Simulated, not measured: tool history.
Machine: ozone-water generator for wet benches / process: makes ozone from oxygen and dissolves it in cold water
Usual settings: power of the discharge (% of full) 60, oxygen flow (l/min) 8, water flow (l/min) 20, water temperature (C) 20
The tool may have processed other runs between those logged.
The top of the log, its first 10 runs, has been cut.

run     day  power of the discharge (% of full)  oxygen flow (l/min)  water flow (l/min)  water temperature (C)  dissolved ozone (ppm)  ozone in the gas ahead of the water (g/m3)
 11  12.217                                  60                    8                  20                     20                   24.5                                       168.6
 12  13.833                                  60                    8                  20                     20                   24.5                                       169.8
 13  14.796                                  60                    8                  20                     20                   24.6                                       169.1
 14  15.629                                  60                    8                  20                     20                   24.3                                       171.1
      16.05  -- contactor cleaned
 15  17.229                                  60                    8                  20                     20                   24.5                                       169.7
 16  18.267                                  60                    8                  20                     20                   24.4                                       170.7
 17  19.879                                  94                    8                  20                     16                   35.6                                         233
 18  21.254                                  94                    8                  20                     16                     36                                       232.7
 19  22.129                                  94                    8                  20                     16                   36.1                                       234.4
 20  23.012                                  52                    8                  20                     24                   20.5                                       153.1
 21  24.112                                  60                    8                  13                     26                   26.5                                         171
 22  24.975                                  98                    8                  13                     21                   42.2                                       240.8
 23  26.488                                  57                12.28                  19                     12                   26.7                                       130.4
 24  27.417                                  79                11.14                  27                     17                   25.5                                       173.7
 25  28.604                                  60                 4.05                  20                     16                   25.8                                       241.4
 26  29.433                                  60                 4.05                  20                     16                   25.8                                         243
 27    31.1                                  47                 4.05                  13                     19                   28.3                                       205.1
 28  32.675                                  44                10.95                  16                     19                   21.7                                       115.9
 29  34.025                                  57                 9.36                  16                     27                   22.2                                         151
 30  35.075                                  60                    8                  12                     12                   37.1                                       171.3
 31  35.825                                  60                    8                  20                     21                   24.1                                       170.9
 32  37.483                                  60                 6.69                  20                     21                   24.4                                       185.8

5 ways to go on from here, each from the tool as it stands after run 32. What would each give?
  A  38.742                                  60                12.76                  31                     21                      ?                                           ?
  B  38.742                                  60                  7.7                  20                     14                      ?                                           ?
  C  38.742                                  60                 8.75                  20                     14                      ?                                           ?
  D  38.742                                  60                  4.4                  14                     21                      ?                                           ?
  E  38.742                                  60                 11.7                  17                     19                      ?                                           ?

run  dissolved ozone (ppm)  ozone in the gas ahead of the water (g/m3)
  A                   17.8                                       132.9
  B                     27                                       172.6
  C                   26.9                                       161.6
  D                     31                                       231.7
  E                   25.8                                         139
With the hidden condition removed and each run's random variation left untouched, the same runs would have given:
run  dissolved ozone (ppm)  ozone in the gas ahead of the water (g/m3)
  A                   17.8                                         133
  B                     27                                       172.6
  C                   26.9                                       161.7
  D                     31                                       231.8
  E                   25.8                                       139.1
